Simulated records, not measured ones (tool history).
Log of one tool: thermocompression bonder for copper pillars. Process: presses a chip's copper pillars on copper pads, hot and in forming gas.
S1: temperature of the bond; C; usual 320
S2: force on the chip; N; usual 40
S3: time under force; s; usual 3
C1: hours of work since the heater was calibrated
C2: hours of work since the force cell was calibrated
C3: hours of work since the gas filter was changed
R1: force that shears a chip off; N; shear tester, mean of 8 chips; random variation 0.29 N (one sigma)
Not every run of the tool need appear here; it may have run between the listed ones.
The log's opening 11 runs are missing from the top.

| run | hour | S1 | S2 | S3 | C1 | C2 | C3 | R1 |
|---|---|---|---|---|---|---|---|---|
| 12 | 102 | 320 | 40 | 3 | 537 | 242 | 47 | 56.1 |
| 13 | 113.4 | 320 | 40 | 3 | 545 | 249 | 55 | 55.7 |
| 14 | 118.5 | 320 | 40 | 3 | 548 | 253 | 58 | 55.9 |
| 15 | 125.9 | 320 | 40 | 3 | 553 | 258 | 63 | 56 |
| 16 | 137.2 | 320 | 40 | 3 | 561 | 265 | 71 | 56 |
| 17 | 144.3 | 320 | 40 | 3 | 565 | 270 | 75 | 55.6 |
| 18 | 155.4 | 320 | 35 | 3 | 573 | 278 | 83 | 52.7 |
| 19 | 167.7 | 320 | 35 | 3 | 581 | 286 | 91 | 52.6 |
| 20 | 179.5 | 320 | 38 | 3 | 589 | 294 | 99 | 54.5 |
| 21 | 188.5 | 320 | 38 | 3 | 595 | 300 | 105 | 54.4 |
| 22 | 195.6 | 320 | 26 | 3 | 600 | 305 | 110 | 46.3 |
|  | 200.5 | forming gas filter changed |
| 23 | 203.9 | 348 | 35 | 8 | 605 | 310 | 2 | 83.2 |
| 24 | 214.1 | 320 | 28 | 3 | 612 | 317 | 9 | 47.7 |
| 25 | 224.4 | 309 | 34 | 3 | 619 | 324 | 16 | 46.5 |

Run 26 has not been measured yet. What should we expect?
| 26 | 236 | 320 | 60 | 3 | 627 | 332 | 24 | ? |

Logged for run 26: R1 66.1 N.
With the hidden condition absent and the run-to-run variation left alone, this run would have shown R1 65.9 N.

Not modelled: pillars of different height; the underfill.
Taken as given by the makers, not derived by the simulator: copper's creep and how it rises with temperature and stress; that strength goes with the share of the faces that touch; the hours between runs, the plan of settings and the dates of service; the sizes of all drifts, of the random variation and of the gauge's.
